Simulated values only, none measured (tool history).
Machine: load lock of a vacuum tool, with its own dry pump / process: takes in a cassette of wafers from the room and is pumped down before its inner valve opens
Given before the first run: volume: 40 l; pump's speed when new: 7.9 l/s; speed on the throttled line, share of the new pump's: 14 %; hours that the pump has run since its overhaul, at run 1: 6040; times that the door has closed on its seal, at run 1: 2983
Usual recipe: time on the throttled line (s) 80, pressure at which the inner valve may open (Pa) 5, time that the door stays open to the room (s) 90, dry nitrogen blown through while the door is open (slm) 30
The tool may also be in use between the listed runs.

| run | day | time on the throttled line (s) | pressure at which the inner valve may open (Pa) | time that the door stays open to the room (s) | dry nitrogen blown through while the door is open (slm) | hours that the pump has run since its overhaul | times that the door has closed on its seal | incoming humidity of the room's air, % | time from the closed door until the inner valve may open (s) | rise of the pressure with all valves shut (Pa/min) |
|---|---|---|---|---|---|---|---|---|---|---|
| 1 | 0.000 | 80 | 5 | 90 | 30 | 6040 | 2983 | 42.4 | 121.5 | 0.056 |
| 2 | 4.979 | 80 | 5 | 90 | 30 | 6159 | 3209 | 46.4 | 121.5 | 0.059 |
| 3 | 8.075 | 80 | 5 | 90 | 30 | 6233 | 3350 | 47.0 | 123.5 | 0.063 |
| 4 | 10.704 | 80 | 5 | 90 | 30 | 6296 | 3469 | 45.1 | 121.4 | 0.067 |
| 5 | 14.079 | 80 | 5 | 90 | 30 | 6377 | 3623 | 45.9 | 122.7 | 0.064 |
| 6 | 19.438 | 80 | 5 | 90 | 30 | 6506 | 3867 | 45.2 | 121.7 | 0.067 |
| 7 | 24.375 | 80 | 5 | 90 | 30 | 6625 | 4091 | 44.7 | 121.3 | 0.065 |
| 8 | 27.942 | 80 | 5 | 90 | 7 | 6710 | 4253 | 44.7 | 123.2 | 0.089 |
| 9 | 32.412 | 116 | 5 | 90 | 7 | 6817 | 4457 | 46.1 | 150.9 | 0.090 |
| 10 | 38.188 | 80 | 5 | 37 | 30 | 6956 | 4719 | 44.4 | 121.1 | 0.062 |
| 11 | 43.200 | 80 | 5 | 37 | 30 | 7076 | 4947 | 42.6 | 122.9 | 0.056 |
| 12 | 46.267 | 80 | 5 | 90 | 15 | 7150 | 5087 | 44.6 | 120.7 | 0.081 |
| 13 | 50.162 | 80 | 5 | 90 | 15 | 7243 | 5264 | 47.8 | 122.6 | 0.095 |
| 14 | 54.796 | 80 | 5 | 90 | 15 | 7355 | 5474 | 44.2 | 122.0 | 0.086 |
| 15 | 57.658 | 80 | 5 | 90 | 15 | 7423 | 5605 | 44.6 | 122.2 | 0.081 |
| 16 | 62.475 | 80 | 5 | 32 | 15 | 7539 | 5824 | 46.5 | 121.4 | 0.071 |
| 17 | 68.096 | 80 | 5 | 32 | 15 | 7674 | 6079 | 43.8 | 121.5 | 0.070 |
| 18 | 71.988 | 80 | 8 | 226 | 26 | 7767 | 6256 | 39.0 | 118.7 | 0.079 |
| 19 | 77.625 | 80 | 8 | 226 | 26 | 7902 | 6512 | 44.2 | 119.6 | 0.096 |
| 20 | 81.121 | 80 | 8 | 226 | 6 | 7986 | 6671 | 44.2 | 119.6 | 0.124 |
| 21 | 86.383 | 41 | 8 | 64 | 5 | 8113 | 6911 | 43.7 | 86.9 | 0.098 |
| 22 | 90.446 | 41 | 8 | 64 | 5 | 8210 | 7095 | 46.3 | 86.1 | 0.101 |
| 23 | 94.708 | 70 | 5 | 90 | 39 | 8313 | 7289 | 43.4 | 113.9 | 0.075 |
| 24 | 99.692 | 80 | 5 | 29 | 30 | 8432 | 7516 | 43.2 | 123.5 | 0.067 |
| 25 | 104.125 | 160 | 4 | 29 | 30 | 8539 | 7717 | 48.0 | 193.9 | 0.067 |
| 26 | 109.229 | 160 | 4 | 29 | 30 | 8661 | 7950 | 46.1 | 191.9 | 0.072 |
| 27 | 113.371 | 80 | 5 | 35 | 30 | 8760 | 8138 | 44.5 | 123.0 | 0.071 |
| 28 | 118.633 | 127 | 4 | 54 | 23 | 8887 | 8377 | 45.0 | 163.1 | 0.083 |
| 29 | 121.754 | 113 | 6 | 82 | 30 | 8962 | 8519 | 46.4 | 148.1 | 0.088 |
| 30 | 127.258 | 113 | 6 | 82 | 30 | 9094 | 8769 | 48.2 | 149.9 | 0.095 |
| 31 | 131.238 | 113 | 6 | 82 | 30 | 9189 | 8950 | 47.4 | 149.3 | 0.091 |
| 32 | 135.117 | 80 | 7 | 90 | 30 | 9282 | 9127 | 45.0 | 120.7 | 0.091 |
| 33 | 140.175 | 80 | 7 | 90 | 30 | 9404 | 9357 | 44.2 | 122.4 | 0.097 |
| 34 | 145.958 | 80 | 7 | 90 | 13 | 9543 | 9620 | 44.7 | 120.0 | 0.112 |

Predict each of these 4 candidate next runs independently; none follows another, all start after run 34:
| A | 150.667 | 80 | 7 | 114 | 13 | 9656 | 9834 | 46.6 | ? | ? |
| B | 150.667 | 102 | 6 | 50 | 13 | 9656 | 9834 | 43.2 | ? | ? |
| C | 150.667 | 80 | 4 | 90 | 30 | 9656 | 9834 | 42.9 | ? | ? |
| D | 150.667 | 124 | 5 | 136 | 30 | 9656 | 9834 | 49.0 | ? | ? |

| run | time from the closed door until the inner valve may open (s) | rise of the pressure with all valves shut (Pa/min) |
|---|---|---|
| A | 120.0 | 0.126 |
| B | 142.1 | 0.100 |
| C | 123.9 | 0.091 |
| D | 160.5 | 0.105 |
Had the tool no hidden state, the same runs would have come out as:
| run | time from the closed door until the inner valve may open (s) | rise of the pressure with all valves shut (Pa/min) |
|---|---|---|
| A | 117.0 | 0.078 |
| B | 139.2 | 0.054 |
| C | 120.8 | 0.045 |
| D | 157.9 | 0.059 |
